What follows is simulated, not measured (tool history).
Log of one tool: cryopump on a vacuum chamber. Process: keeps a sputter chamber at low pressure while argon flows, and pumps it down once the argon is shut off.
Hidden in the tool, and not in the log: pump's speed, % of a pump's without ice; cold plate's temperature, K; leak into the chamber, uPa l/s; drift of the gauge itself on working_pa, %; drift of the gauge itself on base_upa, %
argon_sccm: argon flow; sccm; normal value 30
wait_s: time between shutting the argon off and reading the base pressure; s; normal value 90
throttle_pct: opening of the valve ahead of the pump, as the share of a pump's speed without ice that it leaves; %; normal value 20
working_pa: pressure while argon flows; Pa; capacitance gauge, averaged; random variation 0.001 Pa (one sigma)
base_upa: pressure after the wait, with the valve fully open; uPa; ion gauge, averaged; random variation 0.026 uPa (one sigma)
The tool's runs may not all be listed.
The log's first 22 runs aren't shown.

run,day,argon_sccm,wait_s,throttle_pct,hours of work since the pump was warmed up and emptied,hours of work since the cold head was overhauled,hours of work since the chamber's fittings were tightened,working_pa,base_upa
23,11.200,34,222,17,346,346,2356,0.3127,3.45
24,11.825,34,222,17,354,354,2364,0.3126,3.44
25,12.296,48,55,26,360,360,2371,0.2916,4.43
26,12.971,48,55,26,369,369,2379,0.2918,4.58
27,13.554,48,55,26,377,377,2387,0.2943,4.60
28,13.917,29,78,46,381,381,2392,0.1041,4.18
29,14.533,29,78,46,389,389,2400,0.1031,4.21
30,14.817,45,90,20,393,393,2403,0.3544,4.04
31,15.125,18,165,20,397,397,2407,0.1430,3.70

Predict each of these 3 candidate next runs independently; none follows another, all start after run 31:
A,15.629,37,165,20,404,404,2414,?,?
B,15.629,41,90,20,404,404,2414,?,?
C,15.629,12,90,20,404,404,2414,?,?

run,working_pa,base_upa
A,0.2920,3.85
B,0.3216,4.13
C,0.0934,4.20
Without the tool's unlogged condition, the same runs would have read:
run,working_pa,base_upa
A,0.2807,0.78
B,0.3091,1.13
C,0.0897,1.14
